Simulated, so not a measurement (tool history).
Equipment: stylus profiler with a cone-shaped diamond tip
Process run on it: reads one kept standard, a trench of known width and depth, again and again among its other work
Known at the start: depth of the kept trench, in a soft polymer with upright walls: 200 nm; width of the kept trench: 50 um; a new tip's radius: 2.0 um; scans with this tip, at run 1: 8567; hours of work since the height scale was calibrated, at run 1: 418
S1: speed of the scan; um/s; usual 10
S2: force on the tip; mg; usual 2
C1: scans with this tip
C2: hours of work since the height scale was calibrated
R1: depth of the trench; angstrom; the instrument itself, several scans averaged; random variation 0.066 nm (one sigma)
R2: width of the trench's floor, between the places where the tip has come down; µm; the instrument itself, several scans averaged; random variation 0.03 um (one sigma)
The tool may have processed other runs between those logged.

Run 1, day 0: usual settings; C1 8567; C2 418. Result: R1 2025.5 angstrom, R2 47.95 µm.
Run 2, day 5.404: usual settings; C1 9024; C2 499. Result: R1 2024 angstrom, R2 47.96 µm.
Run 3, day 9.504: usual settings; C1 9371; C2 561. Result: R1 2023.1 angstrom, R2 47.96 µm.
Run 4, day 13.733: usual settings; C1 9729; C2 624. Result: R1 2022.8 angstrom, R2 47.91 µm.
Run 5, day 17.896: usual settings but S2 1.72 mg; C1 10082; C2 687. Result: R1 2020.8 angstrom, R2 47.96 µm.
Run 6, day 21.246: usual settings but S2 2.06 mg; C1 10365; C2 737. Result: R1 2024.5 angstrom, R2 47.91 µm.
Run 7, day 23.633: usual settings but S2 2.06 mg; C1 10568; C2 773. Result: R1 2022.6 angstrom, R2 47.88 µm.
Run 8, day 26.742: usual settings but S2 2.06 mg; C1 10830; C2 819. Result: R1 2023.7 angstrom, R2 47.86 µm.
Run 9, day 31.404: usual settings but S2 2.06 mg; C1 11225; C2 890. Result: R1 2023.5 angstrom, R2 47.93 µm.
Run 10, day 34.942: usual settings but S2 2.06 mg; C1 11525; C2 943. Result: R1 2022.7 angstrom, R2 47.91 µm.
At day 35.633: height scale calibrated on a step standard.
Run 11, day 38.45: usual settings but S2 2.06 mg; C1 11820; C2 42. Result: R1 2027.8 angstrom, R2 47.89 µm.
Run 12, day 42.221: usual settings but S1 3 um/s; C1 12139; C2 99. Result: R1 2026.5 angstrom, R2 47.9 µm.
Run 13, day 44.533: usual settings but S1 3 um/s; C1 12335; C2 134. Result: R1 2027.2 angstrom, R2 47.9 µm.
Run 14, day 50.071: usual settings but S1 3 um/s; C1 12804; C2 217. Result: R1 2027 angstrom, R2 47.81 µm.
Run 15, day 55.171: usual settings; C1 13235; C2 293. Result: R1 2026 angstrom, R2 47.81 µm.
Run 16, day 60.304: usual settings but S1 3 um/s; C1 13670; C2 370. Result: R1 2026.6 angstrom, R2 47.89 µm.
Run 17, day 65.379: usual settings but S1 3 um/s; C1 14099; C2 447. Result: R1 2025.9 angstrom, R2 47.83 µm.
Run 18, day 70.429: usual settings but S1 3 um/s; C1 14527; C2 522. Result: R1 2025.5 angstrom, R2 47.79 µm.
Run 19, day 75.996: usual settings but S1 27 um/s; C1 14998; C2 606. Result: R1 2024.7 angstrom, R2 47.76 µm.
Run 20, day 78.862: usual settings but S1 27 um/s; C1 15241; C2 649. Result: R1 2023.9 angstrom, R2 47.74 µm.
Run 21, day 81.712: usual settings but S1 27 um/s; C1 15482; C2 692. Result: R1 2024.5 angstrom, R2 47.77 µm.
Run 22, day 85.146: usual settings but S1 28 um/s; C1 15772; C2 743. Result: R1 2025.2 angstrom, R2 47.75 µm.
Run 23, day 88.154: usual settings but S1 4 um/s, S2 5.83 mg; C1 16027; C2 788. Result: R1 2052.9 angstrom, R2 47.81 µm.
Run 24, day 90.738: usual settings but S1 4 um/s, S2 5.83 mg; C1 16246; C2 827. Result: R1 2053.4 angstrom, R2 47.8 µm.
Run 25, day 94.854: usual settings but S1 4 um/s, S2 5.83 mg; C1 16594; C2 889. Result: R1 2051.4 angstrom, R2 47.78 µm.
Run 26, day 98.438: usual settings but S1 4 um/s, S2 5.83 mg; C1 16897; C2 943. Result: R1 2051.8 angstrom, R2 47.84 µm.
At day 99.404: height scale calibrated on a step standard.
Run 27, day 102.042: usual settings but S1 3 um/s, S2 1.03 mg; C1 17201; C2 40. Result: R1 2017 angstrom, R2 47.73 µm.
Run 28, day 106.662: usual settings but S1 5 um/s, S2 2.48 mg; C1 17592; C2 109. Result: R1 2031.4 angstrom, R2 47.74 µm.
Run 29, day 109.725: usual settings but S1 8 um/s, S2 1.89 mg; C1 17851; C2 155. Result: R1 2026.5 angstrom, R2 47.75 µm.
Run 30, day 113.062: usual settings but S1 8 um/s, S2 1.89 mg; C1 18134; C2 205. Result: R1 2024.3 angstrom, R2 47.73 µm.
Run 31, day 115.529: usual settings but S1 14 um/s, S2 2.14 mg; C1 18342; C2 242. Result: R1 2028.3 angstrom, R2 47.71 µm.
Run 32, day 119.725: usual settings but S1 3 um/s, S2 3 mg; C1 18698; C2 305. Result: R1 2035.4 angstrom, R2 47.73 µm.
Run 33, day 123.517: usual settings but S1 21 um/s, S2 3 mg; C1 19019; C2 362. Result: R1 2033.6 angstrom, R2 47.74 µm.
Run 34, day 126.879: usual settings but S1 20 um/s, S2 2.41 mg; C1 19303; C2 412. Result: R1 2028 angstrom, R2 47.69 µm.
Run 35, day 129.842: usual settings but S1 29 um/s, S2 5.85 mg; C1 19554; C2 457. Result: R1 2055 angstrom, R2 47.66 µm.
Run 36, day 135.375: usual settings but S1 29 um/s, S2 5.85 mg; C1 20023; C2 540. Result: R1 2054.8 angstrom, R2 47.69 µm.
Run 37, day 140.704: usual settings but S1 4 um/s, S2 0.7 mg; C1 20473; C2 620. Result: R1 2010 angstrom, R2 47.67 µm.
Run 38, day 144.242: usual settings but S1 4 um/s, S2 1.55 mg; C1 20773; C2 673. Result: R1 2019.8 angstrom, R2 47.67 µm.
Run 39, day 146.642: usual settings but S1 13 um/s, S2 0.8 mg; C1 20976; C2 709. Result: R1 2011 angstrom, R2 47.64 µm.
Run 40, day 151.571: usual settings but S1 13 um/s, S2 0.8 mg; C1 21393; C2 783. Result: R1 2009.9 angstrom, R2 47.62 µm.
Run 41, day 154.954: usual settings but S1 6 um/s, S2 0.99 mg; C1 21680; C2 834. Result: R1 2013.1 angstrom, R2 47.63 µm.

For each entry between runs, how does the tool's hidden state at the last listed run before it compare with that at the first listed run after it?
From run 10 to run 11: height scale calibrated on a step standard (day 35.633)
  radius of the tip, um: 2.83 -> 2.85; height scale over the true one, %: -0.288 -> -0.014
  the result without the hidden state subtracted from the measured one, R1: -5.9 -> -0.3 angstrom; R2: -0.35 -> -0.35 µm
From run 26 to run 27: height scale calibrated on a step standard (day 99.404)
  radius of the tip, um: 3.19 -> 3.21; height scale over the true one, %: -0.246 -> -0.019
  the result without the hidden state subtracted from the measured one, R1: -5 -> -0.4 angstrom; R2: -0.48 -> -0.49 µm

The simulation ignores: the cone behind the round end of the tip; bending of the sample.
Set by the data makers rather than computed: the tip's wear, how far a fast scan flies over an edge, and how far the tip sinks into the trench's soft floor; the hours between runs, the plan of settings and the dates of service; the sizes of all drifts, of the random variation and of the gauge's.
